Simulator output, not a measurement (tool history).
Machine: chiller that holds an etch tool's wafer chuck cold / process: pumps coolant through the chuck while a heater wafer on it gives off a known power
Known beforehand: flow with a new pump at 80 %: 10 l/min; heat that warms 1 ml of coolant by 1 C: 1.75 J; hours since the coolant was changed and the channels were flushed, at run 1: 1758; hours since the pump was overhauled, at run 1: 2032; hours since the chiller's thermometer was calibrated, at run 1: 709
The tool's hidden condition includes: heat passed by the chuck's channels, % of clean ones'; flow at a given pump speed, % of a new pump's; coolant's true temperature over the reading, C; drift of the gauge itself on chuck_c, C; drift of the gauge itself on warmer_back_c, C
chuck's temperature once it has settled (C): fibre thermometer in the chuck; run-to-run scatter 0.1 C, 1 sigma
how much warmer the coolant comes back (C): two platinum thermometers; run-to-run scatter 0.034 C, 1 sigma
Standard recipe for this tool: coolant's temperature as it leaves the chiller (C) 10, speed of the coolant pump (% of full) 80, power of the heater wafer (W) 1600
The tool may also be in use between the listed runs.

run	hour	coolant's temperature as it leaves the chiller (C)	speed of the coolant pump (% of full)	power of the heater wafer (W)	hours since the coolant was changed and the channels were flushed	hours since the pump was overhauled	hours since the chiller's thermometer was calibrated	chuck's temperature once it has settled (C)	how much warmer the coolant comes back (C)
1	0.0	10	80	1600	1758	2032	709	20.7	5.51
2	53.3	10	64	1600	1812	2085	762	23.2	6.99
3	117.1	10	64	1600	1875	2149	826	23.1	7.01
4	215.5	10	80	1600	1974	2247	924	20.8	5.49
5	299.2	10	80	1600	2058	2331	1008	20.9	5.45
6	365.2	15	70	1253	2123	2397	1074	24.4	4.98
7	431.9	15	70	1253	2190	2464	1140	24.5	4.98
8	496.3	15	70	1253	2255	2528	1205	24.4	4.94
9	581.0	15	70	1253	2339	2613	1290	24.5	4.96
10	675.7	3	75	2276	2434	2707	1384	19.3	8.33

Here are 3 independent what-if runs from the current tool condition. What would each one return?
A	768.8	1	66	2276	2527	2800	1477	?	?
B	768.8	10	64	1600	2527	2800	1477	?	?
C	768.8	3	90	2321	2527	2800	1477	?	?

run	chuck's temperature once it has settled (C)	how much warmer the coolant comes back (C)
A	19.0	9.59
B	23.0	6.96
C	17.3	6.96
With the hidden condition removed and each run's random variation left untouched, the same runs would have given:
run	chuck's temperature once it has settled (C)	how much warmer the coolant comes back (C)
A	19.0	9.58
B	23.0	6.96
C	17.3	6.96

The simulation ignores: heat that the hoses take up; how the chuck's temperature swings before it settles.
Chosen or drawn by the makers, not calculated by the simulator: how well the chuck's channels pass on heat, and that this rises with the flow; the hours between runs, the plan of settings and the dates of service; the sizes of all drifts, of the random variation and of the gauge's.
